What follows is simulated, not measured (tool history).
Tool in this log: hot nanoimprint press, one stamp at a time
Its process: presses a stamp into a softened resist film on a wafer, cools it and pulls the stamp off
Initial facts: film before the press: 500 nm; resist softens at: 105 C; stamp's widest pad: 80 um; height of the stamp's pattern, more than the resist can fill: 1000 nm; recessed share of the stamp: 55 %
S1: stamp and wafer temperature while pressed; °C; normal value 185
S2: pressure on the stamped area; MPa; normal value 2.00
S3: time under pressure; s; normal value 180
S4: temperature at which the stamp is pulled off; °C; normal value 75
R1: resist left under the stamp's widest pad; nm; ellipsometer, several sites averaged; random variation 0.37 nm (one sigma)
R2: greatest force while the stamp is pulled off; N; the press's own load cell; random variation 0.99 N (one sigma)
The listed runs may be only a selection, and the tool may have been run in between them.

run 1 day=0.000 | S1=185 S2=2.00 S3=180 S4=75 | R1=258.4 R2=139.0
run 2 day=0.738 | S1=185 S2=2.00 S3=180 S4=75 | R1=258.3 R2=142.2
run 3 day=1.267 | S1=185 S2=2.36 S3=180 S4=75 | R1=236.7 R2=141.4
run 4 day=1.917 | S1=185 S2=2.00 S3=180 S4=75 | R1=257.3 R2=144.2
run 5 day=2.779 | S1=185 S2=2.00 S3=180 S4=75 | R1=258.0 R2=142.6
run 6 day=3.567 | S1=185 S2=2.00 S3=180 S4=69 | R1=256.9 R2=158.2
run 7 day=4.108 | S1=185 S2=2.00 S3=180 S4=69 | R1=257.0 R2=158.4
run 8 day=5.383 | S1=185 S2=2.00 S3=180 S4=69 | R1=256.6 R2=161.0
-- day=5.792 plate thermocouple calibrated
run 9 day=6.646 | S1=185 S2=1.69 S3=180 S4=69 | R1=273.2 R2=163.6
-- day=7.638 stamp cleaned and given a new release coat
run 10 day=7.675 | S1=185 S2=1.69 S3=180 S4=69 | R1=273.2 R2=143.6
run 11 day=8.267 | S1=185 S2=1.69 S3=180 S4=69 | R1=271.8 R2=144.7
run 12 day=9.188 | S1=185 S2=1.69 S3=180 S4=69 | R1=272.5 R2=147.4
run 13 day=10.200 | S1=185 S2=1.69 S3=180 S4=69 | R1=271.7 R2=150.1
-- day=11.133 plate thermocouple calibrated, once more
run 14 day=11.367 | S1=185 S2=1.69 S3=180 S4=69 | R1=289.7 R2=154.3
run 15 day=12.054 | S1=185 S2=2.00 S3=180 S4=75 | R1=265.8 R2=146.4
run 16 day=12.671 | S1=195 S2=2.58 S3=344 S4=82 | R1=123.9 R2=131.8
run 17 day=13.679 | S1=190 S2=2.00 S3=161 S4=75 | R1=228.2 R2=145.4
run 18 day=14.279 | S1=190 S2=2.00 S3=161 S4=75 | R1=227.8 R2=147.6
run 19 day=14.908 | S1=185 S2=2.00 S3=339 S4=75 | R1=215.7 R2=150.3
run 20 day=15.892 | S1=195 S2=2.00 S3=185 S4=75 | R1=180.1 R2=153.2
run 21 day=16.650 | S1=195 S2=2.00 S3=151 S4=64 | R1=193.3 R2=175.4
-- day=17.204 stamp cleaned and given a new release coat
run 22 day=18.088 | S1=195 S2=2.00 S3=352 S4=65 | R1=142.4 R2=155.6
run 23 day=18.717 | S1=195 S2=2.00 S3=121 S4=81 | R1=208.4 R2=127.4
run 24 day=19.812 | S1=185 S2=1.36 S3=180 S4=75 | R1=316.1 R2=139.9
run 25 day=20.942 | S1=185 S2=1.26 S3=117 S4=77 | R1=360.9 R2=140.0
run 26 day=21.512 | S1=185 S2=1.26 S3=117 S4=77 | R1=360.3 R2=138.5
run 27 day=22.467 | S1=185 S2=1.26 S3=117 S4=77 | R1=360.6 R2=143.5
run 28 day=23.225 | S1=176 S2=2.00 S3=180 S4=75 | R1=359.7 R2=147.4
run 29 day=24.500 | S1=191 S2=2.21 S3=180 S4=75 | R1=197.9 R2=150.3

5 ways to go on from here, each from the tool as it stands after run 29. What would each give?
run A day=25.688 | S1=186 S2=2.00 S3=180 S4=72 | R1=? R2=?
run B day=25.688 | S1=191 S2=1.77 S3=306 S4=75 | R1=? R2=?
run C day=25.688 | S1=195 S2=2.00 S3=329 S4=75 | R1=? R2=?
run D day=25.688 | S1=185 S2=2.00 S3=225 S4=82 | R1=? R2=?
run E day=25.688 | S1=185 S2=2.00 S3=122 S4=75 | R1=? R2=?

run=A R1=252.6 R2=158.6
run=B R1=185.7 R2=153.7
run=C R1=145.1 R2=152.6
run=D R1=243.6 R2=135.6
run=E R1=293.8 R2=154.0
What these runs would have given with no unlogged condition in the tool:
run=A R1=256.0 R2=141.3
run=B R1=188.4 R2=137.0
run=C R1=147.0 R2=135.9
run=D R1=246.9 R2=120.9
run=E R1=297.4 R2=137.2
